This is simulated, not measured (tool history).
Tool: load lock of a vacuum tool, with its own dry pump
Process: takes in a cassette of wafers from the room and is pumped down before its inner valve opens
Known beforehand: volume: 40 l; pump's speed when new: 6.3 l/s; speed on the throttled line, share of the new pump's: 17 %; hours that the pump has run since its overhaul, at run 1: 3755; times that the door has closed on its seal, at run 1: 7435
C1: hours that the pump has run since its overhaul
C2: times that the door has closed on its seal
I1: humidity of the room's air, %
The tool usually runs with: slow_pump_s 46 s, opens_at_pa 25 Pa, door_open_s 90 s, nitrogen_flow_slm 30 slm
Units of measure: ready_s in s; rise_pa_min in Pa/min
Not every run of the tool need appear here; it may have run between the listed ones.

{"run": 1, "hour": 0.0, "slow_pump_s": 46, "opens_at_pa": 25, "door_open_s": 90, "nitrogen_flow_slm": 30, "C1": 3755, "C2": 7435, "I1": 45.7, "ready_s": 91.9, "rise_pa_min": 0.029}
{"run": 2, "hour": 102.2, "slow_pump_s": 46, "opens_at_pa": 25, "door_open_s": 90, "nitrogen_flow_slm": 30, "C1": 3857, "C2": 7556, "I1": 44.9, "ready_s": 93.3, "rise_pa_min": 0.03}
{"run": 3, "hour": 211.9, "slow_pump_s": 46, "opens_at_pa": 25, "door_open_s": 90, "nitrogen_flow_slm": 30, "C1": 3967, "C2": 7686, "I1": 45.1, "ready_s": 92.7, "rise_pa_min": 0.023}
{"run": 4, "hour": 332.6, "slow_pump_s": 46, "opens_at_pa": 25, "door_open_s": 90, "nitrogen_flow_slm": 30, "C1": 4088, "C2": 7830, "I1": 46.6, "ready_s": 92.9, "rise_pa_min": 0.027}
{"run": 5, "hour": 473.8, "slow_pump_s": 46, "opens_at_pa": 25, "door_open_s": 90, "nitrogen_flow_slm": 30, "C1": 4229, "C2": 7997, "I1": 43.2, "ready_s": 93.0, "rise_pa_min": 0.031}
{"run": 6, "hour": 580.1, "slow_pump_s": 46, "opens_at_pa": 25, "door_open_s": 90, "nitrogen_flow_slm": 30, "C1": 4335, "C2": 8123, "I1": 44.5, "ready_s": 92.7, "rise_pa_min": 0.032}
{"run": 7, "hour": 723.9, "slow_pump_s": 46, "opens_at_pa": 25, "door_open_s": 90, "nitrogen_flow_slm": 30, "C1": 4479, "C2": 8294, "I1": 44.6, "ready_s": 92.4, "rise_pa_min": 0.031}
{"run": 8, "hour": 912.2, "slow_pump_s": 46, "opens_at_pa": 25, "door_open_s": 90, "nitrogen_flow_slm": 30, "C1": 4667, "C2": 8517, "I1": 42.4, "ready_s": 90.7, "rise_pa_min": 0.027}
{"run": 9, "hour": 1113.0, "slow_pump_s": 46, "opens_at_pa": 25, "door_open_s": 44, "nitrogen_flow_slm": 30, "C1": 4868, "C2": 8755, "I1": 42.9, "ready_s": 93.1, "rise_pa_min": 0.029}
{"run": 10, "hour": 1231.2, "slow_pump_s": 46, "opens_at_pa": 18, "door_open_s": 233, "nitrogen_flow_slm": 30, "C1": 4986, "C2": 8895, "I1": 46.6, "ready_s": 96.4, "rise_pa_min": 0.041}
{"run": 11, "hour": 1398.7, "slow_pump_s": 46, "opens_at_pa": 18, "door_open_s": 127, "nitrogen_flow_slm": 13, "C1": 5154, "C2": 9094, "I1": 44.3, "ready_s": 96.2, "rise_pa_min": 0.04}
{"run": 12, "hour": 1606.7, "slow_pump_s": 46, "opens_at_pa": 18, "door_open_s": 127, "nitrogen_flow_slm": 13, "C1": 5362, "C2": 9341, "I1": 43.0, "ready_s": 96.0, "rise_pa_min": 0.041}
{"run": 13, "hour": 1804.7, "slow_pump_s": 37, "opens_at_pa": 24, "door_open_s": 80, "nitrogen_flow_slm": 21, "C1": 5560, "C2": 9575, "I1": 42.8, "ready_s": 85.7, "rise_pa_min": 0.037}
{"run": 14, "hour": 1936.3, "slow_pump_s": 83, "opens_at_pa": 36, "door_open_s": 80, "nitrogen_flow_slm": 21, "C1": 5691, "C2": 9731, "I1": 45.1, "ready_s": 122.7, "rise_pa_min": 0.034}
{"run": 15, "hour": 2135.1, "slow_pump_s": 77, "opens_at_pa": 31, "door_open_s": 33, "nitrogen_flow_slm": 43, "C1": 5890, "C2": 9967, "I1": 50.3, "ready_s": 116.2, "rise_pa_min": 0.027}
{"run": 16, "hour": 2249.6, "slow_pump_s": 39, "opens_at_pa": 38, "door_open_s": 74, "nitrogen_flow_slm": 14, "C1": 6005, "C2": 10103, "I1": 47.6, "ready_s": 85.2, "rise_pa_min": 0.036}

4 options for the next run, each taken on its own from the tool as it stands now. Forecast them:
{"run": "A", "hour": 2366.1, "slow_pump_s": 46, "opens_at_pa": 26, "door_open_s": 35, "nitrogen_flow_slm": 30, "C1": 6121, "C2": 10241, "I1": 43.9, "ready_s": "?", "rise_pa_min": "?"}
{"run": "B", "hour": 2366.1, "slow_pump_s": 41, "opens_at_pa": 22, "door_open_s": 69, "nitrogen_flow_slm": 14, "C1": 6121, "C2": 10241, "I1": 44.8, "ready_s": "?", "rise_pa_min": "?"}
{"run": "C", "hour": 2366.1, "slow_pump_s": 51, "opens_at_pa": 25, "door_open_s": 90, "nitrogen_flow_slm": 30, "C1": 6121, "C2": 10241, "I1": 41.5, "ready_s": "?", "rise_pa_min": "?"}
{"run": "D", "hour": 2366.1, "slow_pump_s": 67, "opens_at_pa": 38, "door_open_s": 169, "nitrogen_flow_slm": 14, "C1": 6121, "C2": 10241, "I1": 44.0, "ready_s": "?", "rise_pa_min": "?"}

run=A ready_s=92.8 rise_pa_min=0.035
run=B ready_s=91.4 rise_pa_min=0.041
run=C ready_s=99.4 rise_pa_min=0.039
run=D ready_s=108.5 rise_pa_min=0.048
The same runs, with their run-to-run variation unchanged, on a tool lacking any hidden condition would have given:
run=A ready_s=90.1 rise_pa_min=0.017
run=B ready_s=88.5 rise_pa_min=0.022
run=C ready_s=96.7 rise_pa_min=0.021
run=D ready_s=106.2 rise_pa_min=0.030

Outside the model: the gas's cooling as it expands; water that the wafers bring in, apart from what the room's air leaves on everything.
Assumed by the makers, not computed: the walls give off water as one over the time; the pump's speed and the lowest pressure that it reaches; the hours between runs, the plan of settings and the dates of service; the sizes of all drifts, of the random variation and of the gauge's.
